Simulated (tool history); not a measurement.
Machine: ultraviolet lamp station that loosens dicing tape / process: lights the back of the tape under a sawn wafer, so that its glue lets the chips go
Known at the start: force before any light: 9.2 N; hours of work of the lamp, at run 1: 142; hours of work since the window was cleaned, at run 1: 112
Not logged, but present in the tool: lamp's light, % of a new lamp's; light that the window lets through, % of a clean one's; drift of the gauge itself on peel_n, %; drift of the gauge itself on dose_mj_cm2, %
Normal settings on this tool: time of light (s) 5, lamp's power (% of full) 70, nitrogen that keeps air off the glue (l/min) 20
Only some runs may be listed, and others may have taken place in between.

run	hour	time of light (s)	lamp's power (% of full)	nitrogen that keeps air off the glue (l/min)	hours of work of the lamp	hours of work since the window was cleaned	force that peels the tape off (N)	light that reached the tape (mJ/cm²)
1	0.0	5	70	20	142	112	0.712	186
2	17.7	5	70	7	151	122	1.100	181
3	49.3	5	70	20	168	138	0.700	185
4	72.8	5	70	20	180	150	0.733	182
5	87.6	5	70	20	188	158	0.674	182
6	118.1	3	64	33	203	174	1.797	101
7	145.5	9	62	33	218	188	0.296	292
8	172.5	4	87	11	232	202	0.899	187
9	188.7	4	87	11	240	210	0.904	179
# hour 221.8: window cleaned of glue's vapour
10	222.3	4	100	16	257	0	0.594	211

Each row is a separate what-if for the run after 10, all from the same tool condition, not one after another. Results?
A	245.9	9	68	10	269	13	?	?
B	245.9	9	70	10	269	13	?	?
C	245.9	5	93	20	269	13	?	?
D	245.9	3	82	32	269	13	?	?

run	force that peels the tape off (N)	light that reached the tape (mJ/cm²)
A	0.349	315
B	0.344	334
C	0.427	245
D	1.163	128
Without the tool's hidden state the same runs would have given:
run	force that peels the tape off (N)	light that reached the tape (mJ/cm²)
A	0.349	315
B	0.344	334
C	0.427	245
D	1.162	128
